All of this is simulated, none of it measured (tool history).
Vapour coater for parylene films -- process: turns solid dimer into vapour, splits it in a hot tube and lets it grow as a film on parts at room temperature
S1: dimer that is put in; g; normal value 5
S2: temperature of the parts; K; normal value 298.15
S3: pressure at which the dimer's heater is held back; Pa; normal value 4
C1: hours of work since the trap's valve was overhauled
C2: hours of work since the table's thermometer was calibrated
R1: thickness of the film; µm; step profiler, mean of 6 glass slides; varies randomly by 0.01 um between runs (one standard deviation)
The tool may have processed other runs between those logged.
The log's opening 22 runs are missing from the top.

run	hour	S1	S2	S3	C1	C2	R1
23	253.3	6	298.15	6.87	220	519	1.32
24	262.4	6	298.15	6.87	226	525	1.3
25	272.4	6	298.15	6.87	233	531	1.33
26	283.9	4	298.15	11.69	240	539	0.83
27	293.3	5	298.15	4.27	246	545	1.13
28	300.3	4	294.15	6.15	251	549	1.01
29	316.1	3	293.15	4.01	261	560	0.8
30	323.3	3	293.15	4.01	265	564	0.8
31	331.2	3	293.15	2.15	271	569	0.85
32	344.9	5	292.15	4	279	578	1.37

Branching from run 32: 5 alternative next runs. What would each branch give?
A	360.1	5	292.15	8.29	289	588	?
B	360.1	4	292.15	4	289	588	?
C	360.1	5	309.15	4	289	588	?
D	360.1	3	292.15	5.33	289	588	?
E	360.1	5	304.15	7.66	289	588	?

run	R1
A	1.29
B	1.09
C	0.8
D	0.8
E	0.9
Stripped of hidden state, with their random variation kept, the same runs would have yielded:
run	R1
A	1.29
B	1.09
C	0.8
D	0.8
E	0.9
